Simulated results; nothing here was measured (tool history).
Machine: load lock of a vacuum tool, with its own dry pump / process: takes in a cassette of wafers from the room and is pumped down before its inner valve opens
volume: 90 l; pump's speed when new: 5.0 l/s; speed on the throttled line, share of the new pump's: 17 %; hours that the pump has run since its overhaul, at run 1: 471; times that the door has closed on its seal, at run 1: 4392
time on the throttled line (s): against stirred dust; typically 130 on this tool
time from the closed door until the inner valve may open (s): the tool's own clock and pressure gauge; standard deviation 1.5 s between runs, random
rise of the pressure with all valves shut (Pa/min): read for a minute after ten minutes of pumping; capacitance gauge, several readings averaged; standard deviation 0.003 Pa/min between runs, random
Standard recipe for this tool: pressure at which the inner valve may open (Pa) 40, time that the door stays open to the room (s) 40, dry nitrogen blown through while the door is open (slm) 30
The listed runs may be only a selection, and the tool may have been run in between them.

run    hour  time on the throttled line (s)  pressure at which the inner valve may open (Pa)  time that the door stays open to the room (s)  dry nitrogen blown through while the door is open (slm)  hours that the pump has run since its overhaul  times that the door has closed on its seal  incoming humidity of the room's air, %  time from the closed door until the inner valve may open (s)  rise of the pressure with all valves shut (Pa/min)
  1       0                             130                                               40                                             40                                                       30                                             471                                        4392                                    45.9                                                         252.6                                               0.019
  2   152.2                             130                                               40                                             40                                                       30                                             623                                        4710                                    48.9                                                         252.4                                               0.018
  3   307.4                             130                                               40                                             40                                                        8                                             778                                        5035                                    44.9                                                           251                                               0.032
  4   449.8                             130                                               40                                             40                                                        8                                             920                                        5333                                      45                                                         253.6                                               0.036
  5   615.9                              91                                               40                                             40                                                       30                                            1087                                        5680                                    46.3                                                         218.5                                               0.026
  6   798.2                             130                                               40                                             40                                                       13                                            1269                                        6062                                    47.7                                                         252.2                                               0.036
  7  1002.6                             130                                               40                                             40                                                       13                                            1473                                        6490                                      44                                                         248.7                                                0.03
  8  1203.6                             130                                               40                                             40                                                       13                                            1674                                        6910                                    48.5                                                         252.2                                               0.035
  9  1352.7                             130                                               40                                             40                                                       30                                            1823                                        7222                                    45.3                                                         251.8                                               0.024
 10  1455.5                             130                                               40                                             40                                                       30                                            1926                                        7437                                    42.2                                                         255.1                                               0.027
 11  1659.3                             130                                               40                                             40                                                       30                                            2130                                        7864                                      45                                                         255.2                                               0.031
 12  1744.4                             130                                               40                                             40                                                       30                                            2215                                        8042                                    45.8                                                         253.4                                               0.034
 13  1907.4                             130                                               40                                             40                                                       30                                            2378                                        8382                                    44.6                                                         256.4                                               0.028
 14  2048.6                             130                                               40                                             40                                                       30                                            2519                                        8678                                    43.7                                                         256.8                                               0.032
 15  2181.5                             130                                               69                                             40                                                       30                                            2652                                        8956                                    44.6                                                         245.2                                               0.036
 16  2347.1                             130                                               40                                             40                                                        8                                            2818                                        9302                                    46.6                                                         253.5                                               0.053
 17  2534.2                             130                                               40                                             40                                                        5                                            3005                                        9694                                    40.4                                                         255.1                                               0.052
 18    2711                             130                                               40                                             40                                                       30                                            3182                                       10064                                    46.6                                                         255.8                                               0.042
 19  2815.2                             130                                               40                                             42                                                       30                                            3286                                       10282                                    43.8                                                         253.3                                                0.04
 20  2955.8                             130                                               40                                             42                                                       30                                            3427                                       10576                                    46.4                                                         257.7                                               0.036
 21  3097.6                             130                                               40                                             42                                                       30                                            3568                                       10873                                    44.3                                                         255.8                                               0.043
 22  3235.4                             232                                               48                                             40                                                       30                                            3706                                       11161                                    47.3                                                         336.4                                               0.044
 23  3437.8                             106                                               40                                            193                                                        5                                            3908                                       11584                                    41.9                                                         238.1                                                0.08
 24    3611                             139                                               74                                             45                                                       35                                            4082                                       11947                                    46.1                                                         253.4                                               0.048
 25  3748.3                             139                                               74                                             45                                                       35                                            4219                                       12234                                    42.3                                                         250.8                                               0.048
 26  3950.6                             139                                               74                                             45                                                       35                                            4421                                       12657                                    46.6                                                         257.1                                               0.047
 27  4148.4                             139                                               74                                             45                                                       19                                            4619                                       13071                                    43.6                                                         254.1                                               0.053
 28    4299                             139                                               74                                             45                                                       19                                            4770                                       13386                                    44.9                                                           255                                               0.057
 29  4442.3                             139                                               74                                             45                                                        9                                            4913                                       13686                                    47.7                                                         254.1                                               0.063
 30  4583.8                             130                                               38                                             40                                                       30                                            5055                                       13982                                    41.8                                                         260.2                                               0.051
 31  4717.2                             130                                               38                                             40                                                       30                                            5188                                       14261                                      41                                                         260.4                                               0.049
 32  4806.3                              86                                               40                                             45                                                       30                                            5277                                       14447                                    47.3                                                         223.3                                               0.052
 33  4973.2                             130                                               67                                             71                                                       10                                            5444                                       14797                                    42.5                                                         248.6                                               0.074
 34  5076.8                             196                                               37                                             99                                                       30                                            5547                                       15013                                    45.4                                                         314.9                                               0.058
 35  5232.8                             128                                               36                                             58                                                       10                                            5703                                       15340                                    47.7                                                           259                                               0.073
 36    5419                             134                                               32                                             40                                                       30                                            5890                                       15729                                    44.4                                                         269.6                                               0.056

Below are 5 alternative next runs, each starting from the tool's condition after run 36. Predict each:
  A  5537.5                             112                                               44                                             40                                                        5                                            6008                                       15977                                    45.8                                                             ?                                                   ?
  B  5537.5                             130                                               40                                             40                                                       31                                            6008                                       15977                                    44.6                                                             ?                                                   ?
  C  5537.5                             175                                               32                                             81                                                       30                                            6008                                       15977                                    47.5                                                             ?                                                   ?
  D  5537.5                             249                                               59                                             67                                                       30                                            6008                                       15977                                    45.6                                                             ?                                                   ?
  E  5537.5                             130                                               44                                             95                                                       30                                            6008                                       15977                                      44                                                             ?                                                   ?

run  time from the closed door until the inner valve may open (s)  rise of the pressure with all valves shut (Pa/min)
  A                                                         245.1                                               0.075
  B                                                         262.9                                               0.055
  C                                                         300.7                                               0.064
  D                                                         350.9                                               0.063
  E                                                         259.1                                                0.07
Take away the tool's hidden state, keep each run's random variation, and the runs would have read:
run  time from the closed door until the inner valve may open (s)  rise of the pressure with all valves shut (Pa/min)
  A                                                           234                                               0.025
  B                                                           252                                               0.006
  C                                                         290.2                                               0.016
  D                                                         342.5                                               0.013
  E                                                         248.4                                                0.02
